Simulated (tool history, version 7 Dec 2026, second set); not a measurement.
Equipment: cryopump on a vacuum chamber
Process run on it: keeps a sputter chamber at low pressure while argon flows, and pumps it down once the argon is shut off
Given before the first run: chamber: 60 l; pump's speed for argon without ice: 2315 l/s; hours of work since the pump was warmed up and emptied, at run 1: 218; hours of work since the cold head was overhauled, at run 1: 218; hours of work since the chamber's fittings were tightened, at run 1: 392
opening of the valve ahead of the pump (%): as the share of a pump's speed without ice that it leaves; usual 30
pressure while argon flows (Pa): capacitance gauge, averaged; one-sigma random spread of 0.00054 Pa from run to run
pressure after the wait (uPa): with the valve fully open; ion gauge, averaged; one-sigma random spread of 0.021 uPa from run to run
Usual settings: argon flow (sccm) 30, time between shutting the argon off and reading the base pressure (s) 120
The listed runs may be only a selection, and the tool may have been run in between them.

| run | day | argon flow (sccm) | time between shutting the argon off and reading the base pressure (s) | opening of the valve ahead of the pump (%) | hours of work since the pump was warmed up and emptied | hours of work since the cold head was overhauled | hours of work since the chamber's fittings were tightened | pressure while argon flows (Pa) | pressure after the wait (uPa) |
|---|---|---|---|---|---|---|---|---|---|
| 1 | 0 | 30 | 120 | 30 | 218 | 218 | 392 | 0.0766 | 0.86 |
| 2 | 0.696 | 30 | 120 | 30 | 231 | 231 | 406 | 0.0769 | 0.88 |
| 3 | 1.021 | 30 | 120 | 30 | 237 | 237 | 412 | 0.0757 | 0.83 |
| 4 | 1.508 | 30 | 120 | 19 | 247 | 247 | 421 | 0.1171 | 0.87 |
| 5 | 2.046 | 30 | 120 | 20 | 257 | 257 | 432 | 0.1132 | 0.9 |
| 6 | 2.621 | 30 | 120 | 20 | 268 | 268 | 443 | 0.1127 | 0.92 |
| 7 | 2.958 | 30 | 120 | 20 | 275 | 275 | 449 | 0.1132 | 0.94 |

Run 8 has not been measured yet. What should we expect?
| 8 | 3.529 | 39 | 120 | 24 | 285 | 285 | 460 | ? | ? |

{"run 8": {"pressure while argon flows (Pa)": 0.1227, "pressure after the wait (uPa)": 0.91}}
Were there no unlogged condition in the tool, this run, its random variation unchanged, would have produced pressure while argon flows (Pa) 0.1178, pressure after the wait (uPa) 0.45.
